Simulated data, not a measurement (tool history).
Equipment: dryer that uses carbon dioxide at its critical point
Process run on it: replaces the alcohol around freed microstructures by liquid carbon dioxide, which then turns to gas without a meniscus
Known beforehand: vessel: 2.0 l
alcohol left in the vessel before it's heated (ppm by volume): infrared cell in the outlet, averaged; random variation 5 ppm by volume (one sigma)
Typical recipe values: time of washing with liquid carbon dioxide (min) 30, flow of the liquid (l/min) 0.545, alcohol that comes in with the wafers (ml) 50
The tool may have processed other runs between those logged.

run   hour  time of washing with liquid carbon dioxide (min)  flow of the liquid (l/min)  alcohol that comes in with the wafers (ml)  alcohol left in the vessel before it's heated (ppm by volume)
  1    0.0                                                30                       0.545                                          50                                                             91
  2   29.2                                                30                       0.545                                          21                                                             63
      61.3  -- inlet filter changed
  3   94.4                                                30                       0.545                                          21                                                             65
  4  126.2                                                30                       0.550                                          50                                                             91
  5  173.0                                                30                       0.545                                          50                                                             95
  6  201.1                                                30                       0.545                                          50                                                             94
  7  253.2                                                35                       0.545                                          50                                                             66
  8  317.9                                                30                       0.545                                          42                                                            105
  9  368.7                                                30                       0.545                                          42                                                            108
 10  405.8                                                30                       0.545                                          42                                                            102
 11  447.9                                                33                       0.545                                          28                                                             85
 12  508.3                                                20                       0.866                                         108                                                            138
 13  554.1                                                20                       0.866                                         108                                                            142
 14  597.0                                                20                       0.866                                         108                                                            150
 15  657.8                                                20                       0.767                                          60                                                            170
     684.4  -- inlet filter changed
 16  717.5                                                30                       0.518                                          50                                                            153
 17  768.5                                                30                       0.905                                          36                                                             87

What if the next run were any one of these 4? Each begins from the tool's condition after run 17:
  A  827.5                                                21                       0.545                                          63                                                              ?
  B  827.5                                                30                       0.905                                          87                                                              ?
  C  827.5                                                27                       0.644                                          36                                                              ?
  D  827.5                                                36                       0.905                                          36                                                              ?

run  alcohol left in the vessel before it's heated (ppm by volume)
  A                                                            450
  B                                                            102
  C                                                            118
  D                                                            101
What these runs would have given with no unlogged condition in the tool:
run  alcohol left in the vessel before it's heated (ppm by volume)
  A                                                            328
  B                                                             10
  C                                                             22
  D                                                              9

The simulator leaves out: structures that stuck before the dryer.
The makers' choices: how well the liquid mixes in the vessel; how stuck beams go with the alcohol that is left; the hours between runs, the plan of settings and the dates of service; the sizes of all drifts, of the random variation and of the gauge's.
